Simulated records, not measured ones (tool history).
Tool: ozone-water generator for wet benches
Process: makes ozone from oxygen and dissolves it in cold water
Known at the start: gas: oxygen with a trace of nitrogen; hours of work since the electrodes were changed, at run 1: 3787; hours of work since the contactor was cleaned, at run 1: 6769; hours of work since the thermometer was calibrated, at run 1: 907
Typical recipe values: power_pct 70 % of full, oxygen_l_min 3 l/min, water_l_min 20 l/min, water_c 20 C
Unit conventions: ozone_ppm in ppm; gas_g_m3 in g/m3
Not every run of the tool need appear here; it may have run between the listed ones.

run,hour,power_pct,oxygen_l_min,water_l_min,water_c,hours of work since the electrodes were changed,hours of work since the contactor was cleaned,hours of work since the thermometer was calibrated,ozone_ppm,gas_g_m3
1,0,70,3,20,20,3787,6769,907,14.6,179.8
2,139.4,70,3,20,20,3895,6877,1015,14.4,180
3,287,70,3,16,20,4009,6992,1130,17.1,181.9
4,392.9,70,3,16,20,4091,7074,1212,17.1,181.9
# hour 400.9: water thermometer calibrated
5,495.3,70,1.69,20,20,4170,7153,73,13.9,265.7
6,574.2,70,3,20,20,4231,7214,134,14.5,179.1
# hour 700.4: water thermometer calibrated, once more
7,717.8,70,4.57,20,20,4342,7325,14,13.9,134.7
8,795.4,59,3.27,13,15,4403,7385,74,18.1,144.6
# hour 839.9: contactor cleaned
9,881.3,70,3,26,19,4466,32,137,12.4,181.6
10,1016.5,70,4.87,25,24,4571,137,242,11.8,128
11,1096.7,71,2.15,25,24,4633,199,304,12,227.5
12,1224.8,71,2.15,25,24,4733,299,404,12.1,223.5
13,1318.4,51,2.5,20,17,4805,371,476,11.8,152
14,1439.6,51,3.63,21,24,4899,465,570,10.3,117.8

Below are 3 alternative next runs, each starting from the tool's condition after run 14. Predict each:
A,1519.2,51,2.16,21,24,4961,527,632,?,?
B,1519.2,51,3.63,26,24,4961,527,632,?,?
C,1519.2,85,2,20,16,4961,527,632,?,?

run,ozone_ppm,gas_g_m3
A,10.7,166.6
B,8.8,117.6
C,17.9,275.7
Stripped of hidden state, with their random variation kept, the same runs would have yielded:
run,ozone_ppm,gas_g_m3
A,11.3,176.2
B,9.3,124.3
C,19.7,302.1
